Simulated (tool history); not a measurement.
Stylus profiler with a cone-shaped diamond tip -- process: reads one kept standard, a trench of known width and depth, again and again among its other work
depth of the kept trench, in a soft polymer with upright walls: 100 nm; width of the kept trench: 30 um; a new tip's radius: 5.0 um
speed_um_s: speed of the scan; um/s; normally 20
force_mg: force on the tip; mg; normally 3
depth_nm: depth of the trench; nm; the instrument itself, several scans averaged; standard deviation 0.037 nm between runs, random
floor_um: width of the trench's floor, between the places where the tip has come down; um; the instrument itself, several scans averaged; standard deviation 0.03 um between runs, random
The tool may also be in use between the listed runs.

| run | hour | speed_um_s | force_mg | depth_nm | floor_um |
|---|---|---|---|---|---|
| 1 | 0 | 20 | 3 | 101.61 | 27.67 |
| 2 | 46 | 20 | 3 | 101.56 | 27.68 |
| 3 | 79.1 | 20 | 3 | 101.56 | 27.62 |
| 4 | 104.4 | 20 | 3 | 101.48 | 27.63 |
| 5 | 148.9 | 11 | 3 | 101.55 | 27.71 |
| 6 | 173.7 | 11 | 3 | 101.5 | 27.66 |
| 7 | 209.4 | 20 | 3 | 101.53 | 27.64 |
| 8 | 243.4 | 20 | 3 | 101.55 | 27.6 |
| 9 | 265.1 | 20 | 3.89 | 101.82 | 27.65 |
| 10 | 292.6 | 10 | 3 | 101.55 | 27.72 |
| 11 | 319.5 | 52 | 3 | 101.49 | 27.53 |
| 12 | 347.3 | 12 | 3 | 101.57 | 27.62 |
| 13 | 385.5 | 12 | 3 | 101.46 | 27.61 |
| 14 | 431.3 | 12 | 3 | 101.4 | 27.56 |
| 15 | 458.8 | 12 | 3 | 101.42 | 27.6 |
| 16 | 486.2 | 12 | 3 | 101.41 | 27.61 |
| 17 | 522.7 | 12 | 3 | 101.44 | 27.6 |
| 18 | 550.8 | 20 | 3 | 101.41 | 27.57 |
| 19 | 590.5 | 20 | 7.19 | 102.84 | 27.65 |
| 20 | 618.4 | 20 | 7.19 | 102.81 | 27.56 |
| 21 | 668.3 | 5 | 3 | 101.43 | 27.59 |
| 22 | 710.2 | 5 | 3 | 101.43 | 27.59 |
| 23 | 756.1 | 20 | 3 | 101.49 | 27.56 |
| 24 | 804.9 | 20 | 3 | 101.38 | 27.49 |
| 25 | 853.4 | 20 | 3 | 101.4 | 27.53 |
| 26 | 874.2 | 15 | 5.78 | 102.45 | 27.62 |
|  | 878.8 | height scale calibrated on a step standard |
| 27 | 915.8 | 15 | 5.78 | 102.19 | 27.54 |
| 28 | 939.9 | 31 | 3 | 101.18 | 27.44 |
| 29 | 979.4 | 21 | 5.14 | 101.95 | 27.49 |
| 30 | 1006.2 | 14 | 3 | 101.17 | 27.52 |
|  | 1028.5 | height scale calibrated on a step standard, once more |
| 31 | 1032.6 | 61 | 3 | 101.82 | 27.36 |
| 32 | 1081.3 | 5 | 2 | 101.4 | 27.55 |
| 33 | 1114.4 | 13 | 5.61 | 102.76 | 27.5 |
| 34 | 1143 | 9 | 1.26 | 101.05 | 27.43 |
| 35 | 1177.3 | 9 | 1.26 | 101.04 | 27.46 |
| 36 | 1227.7 | 69 | 2.16 | 101.39 | 27.27 |
| 37 | 1272.3 | 69 | 2.16 | 101.38 | 27.29 |
| 38 | 1306.7 | 18 | 5.64 | 102.73 | 27.42 |
| 39 | 1335.3 | 18 | 5.64 | 102.73 | 27.41 |
| 40 | 1375.2 | 22 | 3.68 | 102.04 | 27.43 |
| 41 | 1408.8 | 8 | 5.91 | 102.79 | 27.47 |
| 42 | 1440.1 | 11 | 1.37 | 100.96 | 27.44 |

Run 43 is up next; what results do you expect?
| 43 | 1481.4 | 11 | 1.37 | ? | ? |

{"run 43": {"depth_nm": 100.96, "floor_um": 27.42}}
The same run, on a tool lacking any hidden state, would have yielded depth_nm 101.03 nm, floor_um 27.96 um.

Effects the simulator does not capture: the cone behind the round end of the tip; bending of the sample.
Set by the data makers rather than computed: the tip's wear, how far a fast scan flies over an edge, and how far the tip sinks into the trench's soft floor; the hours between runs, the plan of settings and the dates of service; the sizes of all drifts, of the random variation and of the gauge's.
